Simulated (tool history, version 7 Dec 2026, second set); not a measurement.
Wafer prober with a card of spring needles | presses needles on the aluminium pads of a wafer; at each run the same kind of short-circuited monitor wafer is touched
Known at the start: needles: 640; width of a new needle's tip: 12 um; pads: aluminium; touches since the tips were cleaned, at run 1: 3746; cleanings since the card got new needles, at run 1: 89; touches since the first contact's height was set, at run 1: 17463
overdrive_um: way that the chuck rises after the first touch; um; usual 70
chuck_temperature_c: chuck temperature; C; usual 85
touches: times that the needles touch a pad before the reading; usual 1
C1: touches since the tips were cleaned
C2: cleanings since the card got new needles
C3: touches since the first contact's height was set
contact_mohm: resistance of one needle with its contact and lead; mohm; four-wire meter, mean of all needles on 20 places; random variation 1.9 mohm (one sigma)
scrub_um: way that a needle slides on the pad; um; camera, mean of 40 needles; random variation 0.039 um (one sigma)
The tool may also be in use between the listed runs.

{"run": 1, "hour": 0.0, "overdrive_um": 70, "chuck_temperature_c": 85, "touches": 1, "C1": 3746, "C2": 89, "C3": 17463, "contact_mohm": 260, "scrub_um": 12.46}
{"hour": 16.6, "done": "tips cleaned on abrasive film"}
{"hour": 42.1, "done": "tips cleaned on abrasive film"}
{"hour": 68.0, "done": "tips cleaned on abrasive film"}
{"run": 2, "hour": 84.3, "overdrive_um": 70, "chuck_temperature_c": 85, "touches": 1, "C1": 5337, "C2": 92, "C3": 44960, "contact_mohm": 268, "scrub_um": 12.51}
{"hour": 95.3, "done": "tips cleaned on abrasive film"}
{"hour": 124.4, "done": "tips cleaned on abrasive film"}
{"hour": 150.7, "done": "tips cleaned on abrasive film"}
{"run": 3, "hour": 154.1, "overdrive_um": 61, "chuck_temperature_c": 85, "touches": 1, "C1": 1136, "C2": 95, "C3": 67749, "contact_mohm": 237, "scrub_um": 10.76}
{"hour": 175.5, "done": "tips cleaned on abrasive film"}
{"hour": 199.5, "done": "tips cleaned on abrasive film"}
{"run": 4, "hour": 211.1, "overdrive_um": 61, "chuck_temperature_c": 85, "touches": 1, "C1": 3796, "C2": 97, "C3": 86339, "contact_mohm": 284, "scrub_um": 10.77}
{"hour": 227.2, "done": "tips cleaned on abrasive film"}
{"hour": 255.0, "done": "tips cleaned on abrasive film"}
{"run": 5, "hour": 272.8, "overdrive_um": 61, "chuck_temperature_c": 85, "touches": 1, "C1": 5821, "C2": 99, "C3": 106484, "contact_mohm": 301, "scrub_um": 10.69}
{"hour": 282.5, "done": "tips cleaned on abrasive film"}
{"hour": 311.5, "done": "tips cleaned on abrasive film"}
{"hour": 335.6, "done": "tips cleaned on abrasive film"}
{"run": 6, "hour": 344.1, "overdrive_um": 65, "chuck_temperature_c": 85, "touches": 1, "C1": 2791, "C2": 102, "C3": 129737, "contact_mohm": 264, "scrub_um": 11.39}
{"hour": 362.1, "done": "tips cleaned on abrasive film"}
{"hour": 388.7, "done": "tips cleaned on abrasive film"}
{"hour": 413.6, "done": "tips cleaned on abrasive film"}
{"run": 7, "hour": 413.6, "overdrive_um": 60, "chuck_temperature_c": 85, "touches": 1, "C1": 0, "C2": 105, "C3": 152394, "contact_mohm": 209, "scrub_um": 10.5}
{"hour": 437.9, "done": "tips cleaned on abrasive film"}
{"hour": 465.6, "done": "tips cleaned on abrasive film"}
{"run": 8, "hour": 467.6, "overdrive_um": 70, "chuck_temperature_c": 37, "touches": 1, "C1": 649, "C2": 107, "C3": 170025, "contact_mohm": 213, "scrub_um": 12.22}
{"hour": 491.6, "done": "tips cleaned on abrasive film"}
{"hour": 519.9, "done": "tips cleaned on abrasive film"}
{"hour": 544.5, "done": "tips cleaned on abrasive film"}
{"hour": 544.8, "done": "height of the first contact set anew"}
{"run": 9, "hour": 547.0, "overdrive_um": 70, "chuck_temperature_c": 37, "touches": 1, "C1": 723, "C2": 110, "C3": 723, "contact_mohm": 210, "scrub_um": 12.57}
{"hour": 573.4, "done": "tips cleaned on abrasive film"}
{"hour": 600.0, "done": "tips cleaned on abrasive film"}
{"hour": 624.3, "done": "tips cleaned on abrasive film"}
{"run": 10, "hour": 640.7, "overdrive_um": 66, "chuck_temperature_c": 37, "touches": 1, "C1": 5385, "C2": 113, "C3": 31325, "contact_mohm": 286, "scrub_um": 11.72}
{"hour": 652.2, "done": "tips cleaned on abrasive film"}
{"hour": 677.9, "done": "tips cleaned on abrasive film"}
{"run": 11, "hour": 692.0, "overdrive_um": 70, "chuck_temperature_c": 85, "touches": 1, "C1": 4619, "C2": 115, "C3": 48046, "contact_mohm": 276, "scrub_um": 12.45}
{"hour": 702.6, "done": "tips cleaned on abrasive film"}
{"hour": 729.5, "done": "tips cleaned on abrasive film"}
{"hour": 753.5, "done": "tips cleaned on abrasive film"}
{"run": 12, "hour": 753.8, "overdrive_um": 70, "chuck_temperature_c": 85, "touches": 1, "C1": 102, "C2": 118, "C3": 68201, "contact_mohm": 210, "scrub_um": 12.39}
{"hour": 781.6, "done": "tips cleaned on abrasive film"}
{"hour": 811.0, "done": "tips cleaned on abrasive film"}
{"run": 13, "hour": 831.4, "overdrive_um": 60, "chuck_temperature_c": 35, "touches": 1, "C1": 6671, "C2": 120, "C3": 93547, "contact_mohm": 314, "scrub_um": 10.57}
{"hour": 835.8, "done": "tips cleaned on abrasive film"}
{"hour": 864.5, "done": "tips cleaned on abrasive film"}
{"hour": 892.2, "done": "tips cleaned on abrasive film"}
{"run": 14, "hour": 910.8, "overdrive_um": 60, "chuck_temperature_c": 47, "touches": 2, "C1": 6085, "C2": 123, "C3": 119456, "contact_mohm": 262, "scrub_um": 10.53}
{"hour": 916.4, "done": "tips cleaned on abrasive film"}
{"hour": 945.5, "done": "tips cleaned on abrasive film"}
{"run": 15, "hour": 954.8, "overdrive_um": 53, "chuck_temperature_c": 96, "touches": 1, "C1": 3066, "C2": 125, "C3": 133804, "contact_mohm": 313, "scrub_um": 9.24}
{"hour": 972.9, "done": "tips cleaned on abrasive film"}
{"hour": 1001.9, "done": "tips cleaned on abrasive film"}
{"hour": 1028.4, "done": "tips cleaned on abrasive film"}
{"run": 16, "hour": 1041.7, "overdrive_um": 57, "chuck_temperature_c": 35, "touches": 1, "C1": 4354, "C2": 128, "C3": 162172, "contact_mohm": 307, "scrub_um": 9.93}
{"hour": 1052.5, "done": "tips cleaned on abrasive film"}
{"hour": 1080.8, "done": "tips cleaned on abrasive film"}
{"hour": 1104.8, "done": "tips cleaned on abrasive film"}
{"hour": 1130.7, "done": "tips cleaned on abrasive film"}
{"run": 17, "hour": 1133.9, "overdrive_um": 70, "chuck_temperature_c": 80, "touches": 1, "C1": 1074, "C2": 132, "C3": 192243, "contact_mohm": 223, "scrub_um": 12.2}
{"hour": 1145.1, "done": "height of the first contact set anew"}
{"hour": 1159.3, "done": "tips cleaned on abrasive film"}
{"run": 18, "hour": 1175.2, "overdrive_um": 51, "chuck_temperature_c": 122, "touches": 2, "C1": 5205, "C2": 133, "C3": 9852, "contact_mohm": 292, "scrub_um": 9.12}
{"hour": 1185.6, "done": "tips cleaned on abrasive film"}
{"hour": 1212.1, "done": "tips cleaned on abrasive film"}
{"hour": 1238.5, "done": "tips cleaned on abrasive film"}
{"run": 19, "hour": 1248.9, "overdrive_um": 72, "chuck_temperature_c": 50, "touches": 1, "C1": 3396, "C2": 136, "C3": 33887, "contact_mohm": 262, "scrub_um": 12.83}
{"hour": 1265.2, "done": "tips cleaned on abrasive film"}
{"hour": 1293.2, "done": "tips cleaned on abrasive film"}
{"run": 20, "hour": 1304.7, "overdrive_um": 72, "chuck_temperature_c": 50, "touches": 1, "C1": 3788, "C2": 138, "C3": 52109, "contact_mohm": 260, "scrub_um": 12.83}
{"hour": 1319.9, "done": "tips cleaned on abrasive film"}
{"hour": 1347.0, "done": "tips cleaned on abrasive film"}
{"hour": 1374.5, "done": "tips cleaned on abrasive film"}
{"run": 21, "hour": 1389.9, "overdrive_um": 52, "chuck_temperature_c": 85, "touches": 2, "C1": 5041, "C2": 141, "C3": 79894, "contact_mohm": 286, "scrub_um": 9.09}
{"hour": 1403.8, "done": "tips cleaned on abrasive film"}
{"hour": 1428.8, "done": "tips cleaned on abrasive film"}
{"hour": 1454.0, "done": "tips cleaned on abrasive film"}
{"run": 22, "hour": 1463.6, "overdrive_um": 52, "chuck_temperature_c": 85, "touches": 2, "C1": 3148, "C2": 144, "C3": 103945, "contact_mohm": 264, "scrub_um": 9.11}
{"hour": 1481.2, "done": "tips cleaned on abrasive film"}
{"hour": 1509.3, "done": "tips cleaned on abrasive film"}
{"hour": 1534.7, "done": "tips cleaned on abrasive film"}
{"run": 23, "hour": 1537.9, "overdrive_um": 74, "chuck_temperature_c": 121, "touches": 1, "C1": 1063, "C2": 147, "C3": 128180, "contact_mohm": 239, "scrub_um": 12.99}
{"hour": 1563.2, "done": "tips cleaned on abrasive film"}
{"hour": 1589.7, "done": "tips cleaned on abrasive film"}
{"hour": 1616.6, "done": "tips cleaned on abrasive film"}
{"run": 24, "hour": 1627.9, "overdrive_um": 70, "chuck_temperature_c": 40, "touches": 2, "C1": 3713, "C2": 150, "C3": 157574, "contact_mohm": 235, "scrub_um": 12.17}

Hidden state at the last listed run before each entry between runs and at the first one after, where it differs:
Between runs 1 and 2: tips cleaned on abrasive film (hour 16.6); tips cleaned on abrasive film (hour 42.1); tips cleaned on abrasive film (hour 68)
  debris on the tips, nm: 126.6 -> 150.7; way that the needles fall short of the set height, um: 0.16 -> 0.39; tips' diameter, um: 14.47 -> 14.55
  measured less the result without the state, contact_mohm: +61 -> +72 mohm; scrub_um: -0.03 -> -0.07 um
Between runs 2 and 3: tips cleaned on abrasive film (hour 95.3); tips cleaned on abrasive film (hour 124.4); tips cleaned on abrasive film (hour 150.7)
  debris on the tips, nm: 150.7 -> 56.4; way that the needles fall short of the set height, um: 0.39 -> 0.65; tips' diameter, um: 14.55 -> 14.64
  measured less the result without the state, contact_mohm: +72 -> +36 mohm; scrub_um: -0.07 -> -0.12 um
Between runs 3 and 4: tips cleaned on abrasive film (hour 175.5); tips cleaned on abrasive film (hour 199.5)
  debris on the tips, nm: 56.4 -> 135.1; way that the needles fall short of the set height, um: 0.65 -> 0.79; tips' diameter, um: 14.64 -> 14.69
  measured less the result without the state, contact_mohm: +36 -> +85 mohm; scrub_um: -0.12 -> -0.14 um
Between runs 4 and 5: tips cleaned on abrasive film (hour 227.2); tips cleaned on abrasive film (hour 255)
  debris on the tips, nm: 135.1 -> 158.5; way that the needles fall short of the set height, um: 0.79 -> 0.96; tips' diameter, um: 14.69 -> 14.75
  measured less the result without the state, contact_mohm: +85 -> +100 mohm; scrub_um: -0.14 -> -0.17 um
Between runs 5 and 6: tips cleaned on abrasive film (hour 282.5); tips cleaned on abrasive film (hour 311.5); tips cleaned on abrasive film (hour 335.6)
  debris on the tips, nm: 158.5 -> 108.8; way that the needles fall short of the set height, um: 0.96 -> 1.17; tips' diameter, um: 14.75 -> 14.82
  measured less the result without the state, contact_mohm: +100 -> +63 mohm; scrub_um: -0.17 -> -0.21 um
Between runs 6 and 7: tips cleaned on abrasive film (hour 362.1); tips cleaned on abrasive film (hour 388.7); tips cleaned on abrasive film (hour 413.6)
  debris on the tips, nm: 108.8 -> 10.8; way that the needles fall short of the set height, um: 1.17 -> 1.44; tips' diameter, um: 14.82 -> 14.91
  measured less the result without the state, contact_mohm: +63 -> +9 mohm; scrub_um: -0.21 -> -0.25 um
Between runs 7 and 8: tips cleaned on abrasive film (hour 437.9); tips cleaned on abrasive film (hour 465.6)
  debris on the tips, nm: 10.8 -> 45.7; way that the needles fall short of the set height, um: 1.44 -> 1.59; tips' diameter, um: 14.91 -> 14.97
  measured less the result without the state, contact_mohm: +9 -> +26 mohm; scrub_um: -0.25 -> -0.29 um
Between runs 8 and 9: tips cleaned on abrasive film (hour 491.6); tips cleaned on abrasive film (hour 519.9); tips cleaned on abrasive film (hour 544.5); height of the first contact set anew (hour 544.8)
  debris on the tips, nm: 45.7 -> 39.3; way that the needles fall short of the set height, um: 1.59 -> 0; tips' diameter, um: 14.97 -> 15.05
  measured less the result without the state, contact_mohm: +26 -> +22 mohm; scrub_um: -0.29 -> +0 um
Between runs 9 and 10: tips cleaned on abrasive film (hour 573.4); tips cleaned on abrasive film (hour 600); tips cleaned on abrasive film (hour 624.3)
  debris on the tips, nm: 39.3 -> 162.3; way that the needles fall short of the set height, um: 0 -> 0.19; tips' diameter, um: 15.05 -> 15.12
  measured less the result without the state, contact_mohm: +22 -> +97 mohm; scrub_um: +0 -> -0.04 um
Between runs 10 and 11: tips cleaned on abrasive film (hour 652.2); tips cleaned on abrasive film (hour 677.9)
  debris on the tips, nm: 162.3 -> 145.2; way that the needles fall short of the set height, um: 0.19 -> 0.35; tips' diameter, um: 15.12 -> 15.17
  measured less the result without the state, contact_mohm: +97 -> +75 mohm; scrub_um: -0.04 -> -0.06 um
Between runs 11 and 12: tips cleaned on abrasive film (hour 702.6); tips cleaned on abrasive film (hour 729.5); tips cleaned on abrasive film (hour 753.5)
  debris on the tips, nm: 145.2 -> 20.2; way that the needles fall short of the set height, um: 0.35 -> 0.55; tips' diameter, um: 15.17 -> 15.24
  measured less the result without the state, contact_mohm: +75 -> +12 mohm; scrub_um: -0.06 -> -0.1 um
Between runs 12 and 13: tips cleaned on abrasive film (hour 781.6); tips cleaned on abrasive film (hour 811)
  debris on the tips, nm: 20.2 -> 171.1; way that the needles fall short of the set height, um: 0.55 -> 0.7; tips' diameter, um: 15.24 -> 15.29
  measured less the result without the state, contact_mohm: +12 -> +124 mohm; scrub_um: -0.1 -> -0.12 um
Between runs 13 and 14: tips cleaned on abrasive film (hour 835.8); tips cleaned on abrasive film (hour 864.5); tips cleaned on abrasive film (hour 892.2)
  debris on the tips, nm: 171.1 -> 159.7; way that the needles fall short of the set height, um: 0.7 -> 0.93; tips' diameter, um: 15.29 -> 15.38
  measured less the result without the state, contact_mohm: +124 -> +70 mohm; scrub_um: -0.12 -> -0.16 um
Between runs 14 and 15: tips cleaned on abrasive film (hour 916.4); tips cleaned on abrasive film (hour 945.5)
  debris on the tips, nm: 159.7 -> 128; way that the needles fall short of the set height, um: 0.93 -> 1.09; tips' diameter, um: 15.38 -> 15.43
  measured less the result without the state, contact_mohm: +70 -> +109 mohm; scrub_um: -0.16 -> -0.19 um
Between runs 15 and 16: tips cleaned on abrasive film (hour 972.9); tips cleaned on abrasive film (hour 1001.9); tips cleaned on abrasive film (hour 1028.4)
  debris on the tips, nm: 128 -> 134.2; way that the needles fall short of the set height, um: 1.09 -> 1.29; tips' diameter, um: 15.43 -> 15.5
  measured less the result without the state, contact_mohm: +109 -> +113 mohm; scrub_um: -0.19 -> -0.23 um
Between runs 16 and 17: tips cleaned on abrasive film (hour 1052.5); tips cleaned on abrasive film (hour 1080.8); tips cleaned on abrasive film (hour 1104.8); tips cleaned on abrasive film (hour 1130.7)
  debris on the tips, nm: 134.2 -> 51.4; way that the needles fall short of the set height, um: 1.29 -> 1.58; tips' diameter, um: 15.5 -> 15.6
  measured less the result without the state, contact_mohm: +113 -> +29 mohm; scrub_um: -0.23 -> -0.28 um
Between runs 17 and 18: height of the first contact set anew (hour 1145.1); tips cleaned on abrasive film (hour 1159.3)
  debris on the tips, nm: 51.4 -> 155.8; way that the needles fall short of the set height, um: 1.58 -> 0.06; tips' diameter, um: 15.6 -> 15.62
  measured less the result without the state, contact_mohm: +29 -> +82 mohm; scrub_um: -0.28 -> -0.01 um
Between runs 18 and 19: tips cleaned on abrasive film (hour 1185.6); tips cleaned on abrasive film (hour 1212.1); tips cleaned on abrasive film (hour 1238.5)
  debris on the tips, nm: 155.8 -> 129.4; way that the needles fall short of the set height, um: 0.06 -> 0.29; tips' diameter, um: 15.62 -> 15.71
  measured less the result without the state, contact_mohm: +82 -> +71 mohm; scrub_um: -0.01 -> -0.05 um
Between runs 19 and 20: tips cleaned on abrasive film (hour 1265.2); tips cleaned on abrasive film (hour 1293.2)
  debris on the tips, nm: 129.4 -> 128.4; way that the needles fall short of the set height, um: 0.29 -> 0.46; tips' diameter, um: 15.71 -> 15.76
  measured less the result without the state, contact_mohm: +71 -> +69 mohm; scrub_um: -0.05 -> -0.08 um
Between runs 20 and 21: tips cleaned on abrasive film (hour 1319.9); tips cleaned on abrasive film (hour 1347); tips cleaned on abrasive film (hour 1374.5)
  debris on the tips, nm: 128.4 -> 141.5; way that the needles fall short of the set height, um: 0.46 -> 0.72; tips' diameter, um: 15.76 -> 15.86
  measured less the result without the state, contact_mohm: +69 -> +80 mohm; scrub_um: -0.08 -> -0.12 um
Between runs 21 and 22: tips cleaned on abrasive film (hour 1403.8); tips cleaned on abrasive film (hour 1428.8); tips cleaned on abrasive film (hour 1454)
  debris on the tips, nm: 141.5 -> 104.2; way that the needles fall short of the set height, um: 0.72 -> 0.98; tips' diameter, um: 15.86 -> 15.95
  measured less the result without the state, contact_mohm: +80 -> +61 mohm; scrub_um: -0.12 -> -0.18 um
Between runs 22 and 23: tips cleaned on abrasive film (hour 1481.2); tips cleaned on abrasive film (hour 1509.3); tips cleaned on abrasive film (hour 1534.7)
  debris on the tips, nm: 104.2 -> 65.6; way that the needles fall short of the set height, um: 0.98 -> 1.21; tips' diameter, um: 15.95 -> 16.03
  measured less the result without the state, contact_mohm: +61 -> +34 mohm; scrub_um: -0.18 -> -0.21 um
Between runs 23 and 24: tips cleaned on abrasive film (hour 1563.2); tips cleaned on abrasive film (hour 1589.7); tips cleaned on abrasive film (hour 1616.6)
  debris on the tips, nm: 65.6 -> 131.1; way that the needles fall short of the set height, um: 1.21 -> 1.45; tips' diameter, um: 16.03 -> 16.11
  measured less the result without the state, contact_mohm: +34 -> +49 mohm; scrub_um: -0.21 -> -0.25 um

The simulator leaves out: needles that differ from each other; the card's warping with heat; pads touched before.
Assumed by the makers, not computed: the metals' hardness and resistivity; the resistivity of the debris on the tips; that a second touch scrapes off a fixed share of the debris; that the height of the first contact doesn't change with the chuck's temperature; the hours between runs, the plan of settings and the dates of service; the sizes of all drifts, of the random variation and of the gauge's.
